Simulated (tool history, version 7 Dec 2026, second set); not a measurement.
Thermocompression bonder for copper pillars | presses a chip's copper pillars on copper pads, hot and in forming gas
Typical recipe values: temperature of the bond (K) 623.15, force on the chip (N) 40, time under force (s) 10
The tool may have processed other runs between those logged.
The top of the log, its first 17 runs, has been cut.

run	hour	temperature of the bond (K)	force on the chip (N)	time under force (s)	force that shears a chip off (N)
18	843.6	623.15	40	23	63.4
19	877.3	623.15	40	23	63.5
# hour 897.6: heater calibrated with a thermocouple chip
20	915.2	625.15	56	15	79.5
21	985.4	601.15	34	10	35.0
22	1031.4	601.15	34	10	35.7
23	1087.6	633.15	39	6	44.5
24	1149.0	624.15	27	7	29.9
25	1215.4	624.15	27	14	38.4
# hour 1264.4: forming gas filter changed
26	1267.7	651.15	27	24	61.8
27	1326.4	651.15	27	24	62.0
28	1376.6	606.15	46	28	71.6
29	1446.2	606.15	46	28	72.6
30	1501.1	606.15	46	28	71.5
31	1533.2	623.15	36	17	56.4
32	1587.8	653.15	40	13	69.5
33	1636.2	653.15	40	13	68.8
34	1698.2	653.15	52	13	85.3
35	1738.4	653.15	52	13	86.6
36	1805.8	605.15	29	10	30.8
37	1849.9	623.15	40	6	40.4

Alternative continuations, all from the tool just after run 37; predict every row:
A	1899.7	623.15	39	12	?
B	1899.7	629.15	40	9	?
C	1899.7	626.15	35	10	?

run	force that shears a chip off (N)
A	52.6
B	48.4
C	44.8
Stripped of hidden state, with their random variation kept, the same runs would have yielded:
run	force that shears a chip off (N)
A	54.7
B	50.3
C	46.6
